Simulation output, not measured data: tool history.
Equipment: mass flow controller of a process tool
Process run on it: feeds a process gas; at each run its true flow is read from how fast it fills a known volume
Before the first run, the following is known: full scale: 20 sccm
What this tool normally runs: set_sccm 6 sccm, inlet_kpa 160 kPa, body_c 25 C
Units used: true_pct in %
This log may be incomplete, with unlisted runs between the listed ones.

| run | day | set_sccm | inlet_kpa | body_c | true_pct |
|---|---|---|---|---|---|
| 1 | 0 | 6 | 160 | 25 | 100.03 |
| 2 | 1.875 | 6 | 160 | 26 | 99.93 |
| 3 | 5.233 | 6 | 216 | 25 | 99.71 |
| 4 | 8.717 | 6 | 216 | 25 | 99.78 |
| 5 | 10.638 | 6 | 216 | 25 | 99.73 |
| 6 | 13.512 | 6 | 160 | 25 | 100.09 |
| 7 | 16.354 | 6 | 160 | 25 | 100.15 |
| 8 | 19.158 | 6 | 160 | 25 | 100.17 |
| 9 | 20.846 | 6 | 160 | 25 | 100.09 |
| 10 | 23.712 | 6 | 160 | 25 | 100.38 |
| 11 | 27.638 | 6 | 160 | 25 | 100.39 |
| 12 | 30.525 | 3 | 171 | 39 | 100.3 |
| 13 | 33.833 | 8 | 191 | 25 | 100.12 |
| 14 | 37.883 | 8 | 191 | 25 | 100.11 |
| 15 | 41.671 | 5 | 160 | 25 | 100.82 |
| 16 | 44.096 | 5 | 160 | 25 | 100.57 |
| 17 | 47.267 | 5 | 160 | 25 | 100.74 |

The next listed run, before its measurement:
| 18 | 49.567 | 3 | 160 | 39 | ? |

true_pct: 100.8 %
On a tool with no hidden condition, and with the same random variation, this run would have come out at true_pct 97.74 %.
